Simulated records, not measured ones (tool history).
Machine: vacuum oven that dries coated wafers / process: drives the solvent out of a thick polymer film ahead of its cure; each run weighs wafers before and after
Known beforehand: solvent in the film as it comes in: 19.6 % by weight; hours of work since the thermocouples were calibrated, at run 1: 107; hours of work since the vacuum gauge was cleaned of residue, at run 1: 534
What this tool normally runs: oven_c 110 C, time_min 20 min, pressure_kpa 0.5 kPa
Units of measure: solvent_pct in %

run,hour,oven_c,time_min,pressure_kpa,hours of work since the thermocouples were calibrated,hours of work since the vacuum gauge was cleaned of residue,solvent_pct
1,0,110,20,0.5,107,534,2.97
2,33,110,20,0.5,121,548,3.01
3,52.6,110,25,0.5,130,556,2.16
4,81.4,110,25,0.5,142,568,2.15
5,108.6,110,20,0.5,153,580,2.94
6,139.5,110,20,0.5,166,593,2.97
7,170.1,110,20,1.517,179,606,4.23
8,205.9,103,24,0.31,194,621,4.24
9,243.6,113,36,0.333,210,637,0.69
10,271.5,107,13,0.5,222,649,6.29
11,306.1,107,13,0.5,237,663,6.44
12,348.7,110,20,1.977,255,681,4.81

Alternative continuations, all from the tool just after run 12; predict every row:
A,391.3,106,34,1.177,273,699,?
B,391.3,120,23,0.409,273,699,?
C,391.3,110,13,0.489,273,699,?
D,391.3,110,20,0.629,273,699,?

run,solvent_pct
A,3.09
B,0.71
C,5.17
D,3.13
With no hidden state in the tool, these same runs would have given:
run,solvent_pct
A,3.09
B,0.7
C,5.17
D,3.13

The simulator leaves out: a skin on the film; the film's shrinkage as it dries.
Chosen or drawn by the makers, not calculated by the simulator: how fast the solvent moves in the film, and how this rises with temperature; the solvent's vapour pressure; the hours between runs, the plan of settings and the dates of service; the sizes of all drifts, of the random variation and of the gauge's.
